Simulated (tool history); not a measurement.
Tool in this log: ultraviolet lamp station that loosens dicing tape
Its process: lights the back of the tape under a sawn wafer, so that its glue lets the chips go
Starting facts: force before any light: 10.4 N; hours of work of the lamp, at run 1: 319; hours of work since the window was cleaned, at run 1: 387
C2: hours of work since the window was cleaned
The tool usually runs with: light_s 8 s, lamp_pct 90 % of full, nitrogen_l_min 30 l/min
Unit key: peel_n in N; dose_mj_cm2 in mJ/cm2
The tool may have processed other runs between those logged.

{"run": 1, "hour": 0.0, "light_s": 8, "lamp_pct": 90, "nitrogen_l_min": 30, "hours of work of the lamp": 319, "C2": 387, "peel_n": 0.971, "dose_mj_cm2": 660}
{"run": 2, "hour": 17.9, "light_s": 8, "lamp_pct": 90, "nitrogen_l_min": 30, "hours of work of the lamp": 327, "C2": 394, "peel_n": 0.951, "dose_mj_cm2": 662}
{"run": 3, "hour": 45.8, "light_s": 8, "lamp_pct": 90, "nitrogen_l_min": 30, "hours of work of the lamp": 338, "C2": 405, "peel_n": 0.973, "dose_mj_cm2": 666}
{"run": 4, "hour": 85.3, "light_s": 8, "lamp_pct": 90, "nitrogen_l_min": 30, "hours of work of the lamp": 354, "C2": 421, "peel_n": 0.925, "dose_mj_cm2": 659}
{"run": 5, "hour": 119.5, "light_s": 8, "lamp_pct": 90, "nitrogen_l_min": 30, "hours of work of the lamp": 367, "C2": 434, "peel_n": 0.958, "dose_mj_cm2": 658}
{"run": 6, "hour": 160.1, "light_s": 8, "lamp_pct": 90, "nitrogen_l_min": 30, "hours of work of the lamp": 384, "C2": 451, "peel_n": 0.936, "dose_mj_cm2": 662}
{"run": 7, "hour": 184.3, "light_s": 8, "lamp_pct": 90, "nitrogen_l_min": 30, "hours of work of the lamp": 393, "C2": 460, "peel_n": 0.935, "dose_mj_cm2": 665}
{"run": 8, "hour": 212.9, "light_s": 8, "lamp_pct": 90, "nitrogen_l_min": 30, "hours of work of the lamp": 405, "C2": 472, "peel_n": 0.956, "dose_mj_cm2": 662}
{"hour": 215.9, "done": "window cleaned of glue's vapour"}
{"run": 9, "hour": 242.9, "light_s": 8, "lamp_pct": 90, "nitrogen_l_min": 30, "hours of work of the lamp": 417, "C2": 11, "peel_n": 0.937, "dose_mj_cm2": 661}
{"run": 10, "hour": 260.4, "light_s": 8, "lamp_pct": 90, "nitrogen_l_min": 12, "hours of work of the lamp": 424, "C2": 18, "peel_n": 1.833, "dose_mj_cm2": 661}
{"run": 11, "hour": 285.8, "light_s": 5, "lamp_pct": 90, "nitrogen_l_min": 12, "hours of work of the lamp": 434, "C2": 28, "peel_n": 3.278, "dose_mj_cm2": 413}
{"run": 12, "hour": 310.3, "light_s": 5, "lamp_pct": 90, "nitrogen_l_min": 12, "hours of work of the lamp": 444, "C2": 38, "peel_n": 3.45, "dose_mj_cm2": 412}
{"run": 13, "hour": 348.6, "light_s": 8, "lamp_pct": 90, "nitrogen_l_min": 30, "hours of work of the lamp": 459, "C2": 53, "peel_n": 0.93, "dose_mj_cm2": 662}
{"run": 14, "hour": 369.6, "light_s": 8, "lamp_pct": 90, "nitrogen_l_min": 30, "hours of work of the lamp": 467, "C2": 62, "peel_n": 0.942, "dose_mj_cm2": 664}
{"run": 15, "hour": 398.0, "light_s": 8, "lamp_pct": 90, "nitrogen_l_min": 30, "hours of work of the lamp": 479, "C2": 73, "peel_n": 0.917, "dose_mj_cm2": 668}
{"run": 16, "hour": 438.8, "light_s": 8, "lamp_pct": 90, "nitrogen_l_min": 30, "hours of work of the lamp": 495, "C2": 89, "peel_n": 0.942, "dose_mj_cm2": 664}
{"run": 17, "hour": 476.7, "light_s": 8, "lamp_pct": 90, "nitrogen_l_min": 20, "hours of work of the lamp": 510, "C2": 105, "peel_n": 1.201, "dose_mj_cm2": 666}
{"run": 18, "hour": 511.8, "light_s": 8, "lamp_pct": 90, "nitrogen_l_min": 30, "hours of work of the lamp": 524, "C2": 119, "peel_n": 0.952, "dose_mj_cm2": 666}
{"run": 19, "hour": 548.1, "light_s": 10, "lamp_pct": 64, "nitrogen_l_min": 55, "hours of work of the lamp": 539, "C2": 133, "peel_n": 0.81, "dose_mj_cm2": 587}
{"run": 20, "hour": 571.2, "light_s": 8, "lamp_pct": 84, "nitrogen_l_min": 55, "hours of work of the lamp": 548, "C2": 142, "peel_n": 0.75, "dose_mj_cm2": 619}
{"run": 21, "hour": 599.2, "light_s": 8, "lamp_pct": 90, "nitrogen_l_min": 17, "hours of work of the lamp": 559, "C2": 154, "peel_n": 1.412, "dose_mj_cm2": 661}
{"run": 22, "hour": 623.8, "light_s": 12, "lamp_pct": 84, "nitrogen_l_min": 11, "hours of work of the lamp": 569, "C2": 164, "peel_n": 1.081, "dose_mj_cm2": 930}
{"run": 23, "hour": 643.2, "light_s": 4, "lamp_pct": 90, "nitrogen_l_min": 30, "hours of work of the lamp": 577, "C2": 171, "peel_n": 2.943, "dose_mj_cm2": 329}
{"run": 24, "hour": 662.2, "light_s": 4, "lamp_pct": 90, "nitrogen_l_min": 30, "hours of work of the lamp": 585, "C2": 179, "peel_n": 2.945, "dose_mj_cm2": 331}
{"run": 25, "hour": 696.4, "light_s": 4, "lamp_pct": 90, "nitrogen_l_min": 40, "hours of work of the lamp": 598, "C2": 193, "peel_n": 2.585, "dose_mj_cm2": 332}
{"run": 26, "hour": 731.5, "light_s": 16, "lamp_pct": 90, "nitrogen_l_min": 12, "hours of work of the lamp": 612, "C2": 207, "peel_n": 0.478, "dose_mj_cm2": 1320}
{"run": 27, "hour": 763.1, "light_s": 4, "lamp_pct": 85, "nitrogen_l_min": 43, "hours of work of the lamp": 625, "C2": 219, "peel_n": 2.705, "dose_mj_cm2": 313}
{"run": 28, "hour": 802.4, "light_s": 4, "lamp_pct": 85, "nitrogen_l_min": 43, "hours of work of the lamp": 641, "C2": 235, "peel_n": 2.774, "dose_mj_cm2": 309}
{"run": 29, "hour": 836.5, "light_s": 4, "lamp_pct": 85, "nitrogen_l_min": 43, "hours of work of the lamp": 655, "C2": 249, "peel_n": 2.697, "dose_mj_cm2": 316}
{"run": 30, "hour": 868.6, "light_s": 4, "lamp_pct": 90, "nitrogen_l_min": 51, "hours of work of the lamp": 667, "C2": 262, "peel_n": 2.334, "dose_mj_cm2": 328}
{"run": 31, "hour": 902.4, "light_s": 6, "lamp_pct": 62, "nitrogen_l_min": 30, "hours of work of the lamp": 681, "C2": 275, "peel_n": 2.921, "dose_mj_cm2": 344}
{"run": 32, "hour": 925.9, "light_s": 6, "lamp_pct": 90, "nitrogen_l_min": 30, "hours of work of the lamp": 690, "C2": 285, "peel_n": 1.64, "dose_mj_cm2": 500}
{"run": 33, "hour": 951.8, "light_s": 8, "lamp_pct": 87, "nitrogen_l_min": 30, "hours of work of the lamp": 701, "C2": 295, "peel_n": 0.985, "dose_mj_cm2": 637}
{"run": 34, "hour": 975.3, "light_s": 8, "lamp_pct": 87, "nitrogen_l_min": 30, "hours of work of the lamp": 710, "C2": 304, "peel_n": 1.015, "dose_mj_cm2": 636}
{"run": 35, "hour": 1009.8, "light_s": 5, "lamp_pct": 81, "nitrogen_l_min": 27, "hours of work of the lamp": 724, "C2": 318, "peel_n": 2.559, "dose_mj_cm2": 373}

Pick out some run-to-run changes in dose_mj_cm2. Of each, how much would a tool without hidden state show as well, from the settings, what came in and chance, and how much is left for the hidden state and any gauge scatter not in both results compared?
What the log doesn't record here: lamp's light, % of a new lamp's; light that the window lets through, % of a clean one's; drift of the gauge itself on peel_n, %; drift of the gauge itself on dose_mj_cm2, %.
Run 2 -> 3: no setting touched and nothing written in the log between the runs. dose_mj_cm2 +4 mJ/cm2: hidden state +1, all else +3.
Run 22 -> 23: light_s 12 -> 4, lamp_pct 84 -> 90, nitrogen_l_min 11 -> 30. dose_mj_cm2 -601 mJ/cm2: hidden state +1, all else -602.
Run 25 -> 26: light_s 4 -> 16, nitrogen_l_min 40 -> 12. dose_mj_cm2 +988 mJ/cm2: hidden state -4, all else +992.
Run 26 -> 27: light_s 16 -> 4, lamp_pct 90 -> 85, nitrogen_l_min 12 -> 43. dose_mj_cm2 -1007 mJ/cm2: hidden state +3, all else -1010.
